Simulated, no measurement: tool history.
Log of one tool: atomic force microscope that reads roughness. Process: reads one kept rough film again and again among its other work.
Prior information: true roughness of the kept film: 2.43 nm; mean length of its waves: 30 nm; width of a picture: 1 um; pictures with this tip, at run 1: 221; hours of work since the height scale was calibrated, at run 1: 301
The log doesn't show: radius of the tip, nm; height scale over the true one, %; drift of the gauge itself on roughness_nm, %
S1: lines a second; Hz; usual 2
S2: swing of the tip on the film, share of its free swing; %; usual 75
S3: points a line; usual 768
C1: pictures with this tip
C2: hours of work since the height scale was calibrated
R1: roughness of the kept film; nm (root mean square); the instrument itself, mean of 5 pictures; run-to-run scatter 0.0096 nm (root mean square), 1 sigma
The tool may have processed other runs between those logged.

Run 1, day 0: usual settings; C1 221; C2 301. Result: R1 2.164 nm (root mean square).
Run 2, day 0.688: usual settings; C1 233; C2 309. Result: R1 2.171 nm (root mean square).
At day 0.812: new tip fitted.
Run 3, day 1.817: usual settings; C1 19; C2 321. Result: R1 2.173 nm (root mean square).
Run 4, day 3.121: usual settings; C1 43; C2 335. Result: R1 2.173 nm (root mean square).
Run 5, day 4.362: usual settings but S1 2.83 Hz; C1 67; C2 349. Result: R1 2.129 nm (root mean square).
Run 6, day 5.921: usual settings but S1 2.83 Hz; C1 96; C2 366. Result: R1 2.14 nm (root mean square).
Run 7, day 6.988: usual settings but S1 2.83 Hz; C1 116; C2 377. Result: R1 2.131 nm (root mean square).
Run 8, day 7.692: usual settings but S1 1.13 Hz; C1 129; C2 385. Result: R1 2.218 nm (root mean square).
Run 9, day 8.538: usual settings but S1 1.13 Hz; C1 144; C2 394. Result: R1 2.186 nm (root mean square).
Run 10, day 9.958: usual settings but S1 1.13 Hz; C1 171; C2 410. Result: R1 2.213 nm (root mean square).
Run 11, day 10.808: usual settings but S1 1.13 Hz; C1 187; C2 419. Result: R1 2.203 nm (root mean square).
Run 12, day 12.125: usual settings; C1 211; C2 434. Result: R1 2.182 nm (root mean square).
Run 13, day 12.829: usual settings; C1 224; C2 442. Result: R1 2.156 nm (root mean square).
At day 13.392: new tip fitted.
Run 14, day 14.346: usual settings; C1 17; C2 458. Result: R1 2.174 nm (root mean square).
Run 15, day 15.554: usual settings but S1 1.41 Hz; C1 40; C2 471. Result: R1 2.18 nm (root mean square).
Run 16, day 16.771: usual settings; C1 63; C2 485. Result: R1 2.156 nm (root mean square).
Run 17, day 18.346: usual settings; C1 92; C2 502. Result: R1 2.185 nm (root mean square).
Run 18, day 19.029: usual settings but S3 272; C1 105; C2 509. Result: R1 2.16 nm (root mean square).
Run 19, day 19.896: usual settings but S3 272; C1 121; C2 519. Result: R1 2.128 nm (root mean square).
Run 20, day 21.504: usual settings but S3 272; C1 151; C2 537. Result: R1 2.137 nm (root mean square).
Run 21, day 22.479: usual settings; C1 169; C2 547. Result: R1 2.18 nm (root mean square).
Run 22, day 23.454: usual settings; C1 187; C2 558. Result: R1 2.167 nm (root mean square).
Run 23, day 24.288: usual settings but S1 3.81 Hz, S3 783; C1 203; C2 567. Result: R1 2.084 nm (root mean square).
Run 24, day 25.608: usual settings but S1 3.81 Hz, S2 55 %, S3 343; C1 227; C2 582. Result: R1 2.193 nm (root mean square).
At day 25.996: new tip fitted.
Run 25, day 26.425: usual settings but S2 55 %, S3 395; C1 8; C2 590. Result: R1 2.221 nm (root mean square).
Run 26, day 27.412: usual settings but S1 1.85 Hz, S2 68 %, S3 647; C1 27; C2 601. Result: R1 2.196 nm (root mean square).
Run 27, day 28.138: usual settings but S1 1.85 Hz, S2 68 %, S3 411; C1 40; C2 609. Result: R1 2.186 nm (root mean square).
Run 28, day 29.7: usual settings but S1 1.16 Hz, S2 84 %, S3 380; C1 69; C2 626. Result: R1 2.168 nm (root mean square).
Run 29, day 30.733: usual settings but S1 1.89 Hz, S2 58 %, S3 1022; C1 89; C2 638. Result: R1 2.227 nm (root mean square).
Run 30, day 32.288: usual settings but S1 2.38 Hz; C1 118; C2 655. Result: R1 2.145 nm (root mean square).
Run 31, day 33.792: usual settings but S1 2.38 Hz; C1 146; C2 671. Result: R1 2.15 nm (root mean square).
Run 32, day 34.958: usual settings but S2 76 %, S3 579; C1 167; C2 684. Result: R1 2.158 nm (root mean square).
Run 33, day 35.942: usual settings but S1 0.54 Hz, S2 71 %, S3 534; C1 186; C2 695. Result: R1 2.227 nm (root mean square).
Run 34, day 36.821: usual settings but S1 0.54 Hz, S2 71 %, S3 534; C1 202; C2 705. Result: R1 2.214 nm (root mean square).
Run 35, day 38.317: usual settings but S1 0.54 Hz, S2 71 %, S3 534; C1 230; C2 721. Result: R1 2.236 nm (root mean square).
At day 38.546: new tip fitted.
Run 36, day 39.325: usual settings but S1 0.54 Hz, S2 81 %, S3 876; C1 14; C2 732. Result: R1 2.224 nm (root mean square).
Run 37, day 40.346: usual settings but S1 0.54 Hz, S2 86 %, S3 395; C1 34; C2 743. Result: R1 2.196 nm (root mean square).
Run 38, day 41.054: usual settings but S1 0.54 Hz, S2 86 %, S3 395; C1 47; C2 751. Result: R1 2.207 nm (root mean square).
Run 39, day 42.35: usual settings but S1 3.12 Hz, S2 73 %, S3 855; C1 71; C2 765. Result: R1 2.137 nm (root mean square).
Run 40, day 43.512: usual settings but S1 1.01 Hz, S2 85 %, S3 928; C1 93; C2 778. Result: R1 2.193 nm (root mean square).
Run 41, day 45.021: usual settings but S1 1.37 Hz, S2 85 %, S3 523; C1 121; C2 794. Result: R1 2.176 nm (root mean square).
Run 42, day 46.204: usual settings but S1 1.37 Hz, S2 80 %, S3 488; C1 143; C2 807. Result: R1 2.167 nm (root mean square).
Run 43, day 46.875: usual settings but S1 1.72 Hz, S2 64 %, S3 378; C1 155; C2 815. Result: R1 2.192 nm (root mean square).
Run 44, day 48.238: usual settings but S1 1.72 Hz, S2 64 %, S3 378; C1 181; C2 830. Result: R1 2.202 nm (root mean square).

What differs in the tool's unlogged condition from the final listed run ahead of each entry between runs to the first listed run following it?
Between runs 2 and 3: new tip fitted (day 0.812)
  radius of the tip, nm: 7.3 -> 7
Between runs 13 and 14: new tip fitted (day 13.392)
  radius of the tip, nm: 7.3 -> 7
Between runs 24 and 25: new tip fitted (day 25.996)
  radius of the tip, nm: 7.3 -> 7
Between runs 35 and 36: new tip fitted (day 38.546)
  radius of the tip, nm: 7.3 -> 7

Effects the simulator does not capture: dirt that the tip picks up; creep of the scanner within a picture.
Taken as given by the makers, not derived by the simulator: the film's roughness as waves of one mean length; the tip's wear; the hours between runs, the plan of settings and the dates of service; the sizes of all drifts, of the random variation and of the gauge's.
